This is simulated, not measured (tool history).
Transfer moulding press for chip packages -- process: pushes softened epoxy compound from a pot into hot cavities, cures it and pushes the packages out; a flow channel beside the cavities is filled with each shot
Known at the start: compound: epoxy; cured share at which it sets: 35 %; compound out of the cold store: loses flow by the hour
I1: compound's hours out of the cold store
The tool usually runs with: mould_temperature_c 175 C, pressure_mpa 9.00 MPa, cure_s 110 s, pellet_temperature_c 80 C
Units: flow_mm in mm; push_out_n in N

Run 1, hour 0.0: usual settings; I1 13.3. Result: flow_mm 734 mm, push_out_n 602 N.
At hour 24.3: cavities cleaned with cleaning compound and waxed.
Run 2, hour 40.7: usual settings but pellet_temperature_c 77 C; I1 15.9. Result: flow_mm 740 mm, push_out_n 634 N.
Run 3, hour 61.2: usual settings but mould_temperature_c 177 C; I1 9.7. Result: flow_mm 742 mm, push_out_n 526 N.
At hour 89.0: cavities cleaned with cleaning compound and waxed.
Run 4, hour 101.7: usual settings but mould_temperature_c 177 C; I1 17.8. Result: flow_mm 724 mm, push_out_n 511 N.
Run 5, hour 137.2: usual settings but mould_temperature_c 177 C, pellet_temperature_c 84 C; I1 46.7. Result: flow_mm 665 mm, push_out_n 497 N.
At hour 151.6: cavities cleaned with cleaning compound and waxed.
Run 6, hour 169.8: usual settings but mould_temperature_c 177 C, pellet_temperature_c 84 C; I1 12.5. Result: flow_mm 731 mm, push_out_n 512 N.
Run 7, hour 187.6: usual settings but mould_temperature_c 177 C, pellet_temperature_c 84 C; I1 19.3. Result: flow_mm 720 mm, push_out_n 525 N.
At hour 214.4: cavities cleaned with cleaning compound and waxed.
Run 8, hour 214.7: usual settings but mould_temperature_c 177 C, pellet_temperature_c 84 C; I1 19.8. Result: flow_mm 718 mm, push_out_n 505 N.
Run 9, hour 246.0: usual settings but mould_temperature_c 177 C, pressure_mpa 7.09 MPa, pellet_temperature_c 84 C; I1 45.1. Result: flow_mm 582 mm, push_out_n 477 N.
Run 10, hour 268.1: usual settings but mould_temperature_c 177 C, pressure_mpa 7.09 MPa, pellet_temperature_c 84 C; I1 8.9. Result: flow_mm 653 mm, push_out_n 510 N.
At hour 272.5: plunger's sealing rings changed.
At hour 279.3: cavities cleaned with cleaning compound and waxed.
Run 11, hour 306.1: usual settings but mould_temperature_c 177 C, pressure_mpa 7.09 MPa, pellet_temperature_c 84 C; I1 41.5. Result: flow_mm 595 mm, push_out_n 513 N.
Run 12, hour 324.7: usual settings but mould_temperature_c 177 C, pressure_mpa 7.09 MPa, pellet_temperature_c 84 C; I1 9.4. Result: flow_mm 666 mm, push_out_n 529 N.
At hour 342.3: cavities cleaned with cleaning compound and waxed.
Run 13, hour 348.8: usual settings but mould_temperature_c 177 C, pressure_mpa 7.09 MPa, pellet_temperature_c 84 C; I1 12.9. Result: flow_mm 651 mm, push_out_n 500 N.
Run 14, hour 374.3: usual settings but mould_temperature_c 177 C, pressure_mpa 7.09 MPa, pellet_temperature_c 84 C; I1 38.4. Result: flow_mm 599 mm, push_out_n 504 N.
At hour 405.3: cavities cleaned with cleaning compound and waxed.
Run 15, hour 406.5: usual settings but pressure_mpa 9.64 MPa, cure_s 140 s; I1 28.3. Result: flow_mm 732 mm, push_out_n 413 N.
Run 16, hour 438.6: usual settings but pressure_mpa 8.90 MPa, pellet_temperature_c 72 C; I1 43.5. Result: flow_mm 667 mm, push_out_n 567 N.
Run 17, hour 459.3: usual settings but cure_s 118 s; I1 14.3. Result: flow_mm 734 mm, push_out_n 516 N.
At hour 469.1: cavities cleaned with cleaning compound and waxed.
Run 18, hour 480.7: usual settings but mould_temperature_c 170 C, pressure_mpa 7.35 MPa, cure_s 117 s, pellet_temperature_c 76 C; I1 11.5. Result: flow_mm 681 mm, push_out_n 731 N.
Run 19, hour 518.1: usual settings but mould_temperature_c 170 C, pressure_mpa 9.82 MPa, cure_s 130 s, pellet_temperature_c 76 C; I1 41.6. Result: flow_mm 721 mm, push_out_n 564 N.
At hour 534.3: cavities cleaned with cleaning compound and waxed.
Run 20, hour 555.7: usual settings but mould_temperature_c 170 C, pressure_mpa 9.82 MPa, cure_s 130 s, pellet_temperature_c 76 C; I1 33.5. Result: flow_mm 730 mm, push_out_n 559 N.
At hour 596.5: cavities cleaned with cleaning compound and waxed.
Run 21, hour 596.5: usual settings but mould_temperature_c 170 C, pressure_mpa 9.27 MPa, cure_s 149 s, pellet_temperature_c 84 C; I1 34.8. Result: flow_mm 714 mm, push_out_n 439 N.
Run 22, hour 624.8: usual settings but mould_temperature_c 167 C, pressure_mpa 7.99 MPa, cure_s 119 s, pellet_temperature_c 77 C; I1 19.4. Result: flow_mm 708 mm, push_out_n 917 N.
At hour 658.5: cavities cleaned with cleaning compound and waxed.
Run 23, hour 658.8: usual settings but mould_temperature_c 168 C, pressure_mpa 10.24 MPa, cure_s 119 s, pellet_temperature_c 75 C; I1 45.3. Result: flow_mm 738 mm, push_out_n 784 N.
Run 24, hour 681.9: usual settings but mould_temperature_c 181 C, pressure_mpa 10.24 MPa, cure_s 119 s, pellet_temperature_c 71 C; I1 11.9. Result: flow_mm 768 mm, push_out_n 420 N.
Run 25, hour 709.1: usual settings but mould_temperature_c 173 C, cure_s 136 s, pellet_temperature_c 79 C; I1 35.6. Result: flow_mm 694 mm, push_out_n 438 N.
At hour 720.6: cavities cleaned with cleaning compound and waxed.
Run 26, hour 748.1: usual settings but pellet_temperature_c 85 C; I1 37.7. Result: flow_mm 690 mm, push_out_n 548 N.
At hour 785.1: cavities cleaned with cleaning compound and waxed.
Run 27, hour 788.9: usual settings but cure_s 140 s, pellet_temperature_c 84 C; I1 24.5. Result: flow_mm 718 mm, push_out_n 415 N.
Run 28, hour 812.1: usual settings but pressure_mpa 10.98 MPa; I1 22.2. Result: flow_mm 779 mm, push_out_n 599 N.

Forecast each of these 3 alternatives for the next run:
Run A, hour 838.8: usual settings but pellet_temperature_c 82 C; I1 32.6. Result: flow_mm ?, push_out_n ?.
Run B, hour 838.8: usual settings but mould_temperature_c 179 C; I1 42.9. Result: flow_mm ?, push_out_n ?.
Run C, hour 838.8: usual settings but pressure_mpa 9.09 MPa; I1 19.4. Result: flow_mm ?, push_out_n ?.

run  flow_mm  push_out_n
  A      698         572
  B      661         464
  C      731         581
Take away the tool's hidden state, keep each run's random variation, and the runs would have read:
run  flow_mm  push_out_n
  A      700         568
  B      662         461
  C      732         577

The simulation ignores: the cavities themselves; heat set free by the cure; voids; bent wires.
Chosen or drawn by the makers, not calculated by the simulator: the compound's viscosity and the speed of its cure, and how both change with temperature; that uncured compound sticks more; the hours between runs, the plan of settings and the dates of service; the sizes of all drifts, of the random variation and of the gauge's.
